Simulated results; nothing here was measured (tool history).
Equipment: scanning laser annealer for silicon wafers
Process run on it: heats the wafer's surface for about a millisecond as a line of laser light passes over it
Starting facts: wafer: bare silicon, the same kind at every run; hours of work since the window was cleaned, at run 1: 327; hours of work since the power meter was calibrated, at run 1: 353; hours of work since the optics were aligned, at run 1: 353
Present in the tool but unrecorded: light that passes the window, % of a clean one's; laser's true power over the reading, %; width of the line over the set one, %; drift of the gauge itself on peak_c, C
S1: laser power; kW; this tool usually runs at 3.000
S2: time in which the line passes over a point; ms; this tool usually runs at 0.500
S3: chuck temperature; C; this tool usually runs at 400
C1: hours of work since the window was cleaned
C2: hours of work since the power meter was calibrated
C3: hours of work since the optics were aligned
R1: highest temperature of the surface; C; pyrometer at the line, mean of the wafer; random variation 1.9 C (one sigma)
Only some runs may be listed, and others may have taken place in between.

run	hour	S1	S2	S3	C1	C2	C3	R1
1	0.0	3.000	0.500	400	327	353	353	1223
2	12.0	3.000	0.500	372	336	362	362	1194
3	19.7	3.000	0.500	400	341	367	367	1223
4	31.5	3.000	0.500	400	349	375	375	1223
5	39.6	3.000	0.500	400	355	381	381	1224
6	47.3	3.000	0.500	400	360	386	386	1223
7	59.7	2.675	0.500	400	368	395	395	1110
8	67.2	2.675	0.442	400	374	400	400	1059
9	76.9	3.000	0.500	400	380	406	406	1224
10	82.9	3.000	0.500	400	385	411	411	1224
11	88.5	3.000	0.500	400	388	414	414	1223
12	100.6	2.887	0.500	400	397	423	423	1179
13	108.4	2.887	0.500	400	402	428	428	1184
14	121.7	2.887	0.500	369	411	437	437	1149
15	134.3	2.887	0.500	369	420	446	446	1150
16	142.0	3.000	0.500	366	425	451	451	1189
17	151.5	3.075	0.366	400	432	458	458	1104
18	159.6	2.747	0.500	435	437	464	464	1165
19	172.2	3.000	0.500	382	446	472	472	1203
20	182.5	3.152	0.390	382	453	479	479	1131
21	192.4	3.251	0.530	360	460	486	486	1301
22	201.3	3.106	0.500	409	466	492	492	1265
23	207.1	3.106	0.500	409	470	496	496	1265
24	215.2	3.106	0.500	409	476	502	502	1263
25	227.9	2.908	0.615	360	485	511	511	1252
26	234.0	3.234	0.500	420	489	515	515	1317
27	244.3	3.234	0.500	420	496	522	522	1319
28	252.0	3.030	0.613	400	501	527	527	1335
29	261.9	3.128	0.495	411	508	534	534	1267
30	269.5	2.822	0.515	389	513	539	539	1156
31	278.8	3.246	0.515	414	520	546	546	1335

Pick out some run-to-run changes in R1. Of each, how much would a tool without hidden state show as well, from the settings, what came in and chance, and how much is left for the hidden state and any gauge scatter not in both results compared?
Run 8 -> 9: S1 2.675 -> 3.000, S2 0.442 -> 0.500. R1 +165 C: hidden state -5, all else +170.
Run 20 -> 21: S1 3.152 -> 3.251, S2 0.390 -> 0.530, S3 382 -> 360. R1 +170 C: hidden state -6, all else +176.
Run 30 -> 31: S1 2.822 -> 3.246, S3 389 -> 414. R1 +179 C: hidden state -6, all else +185.
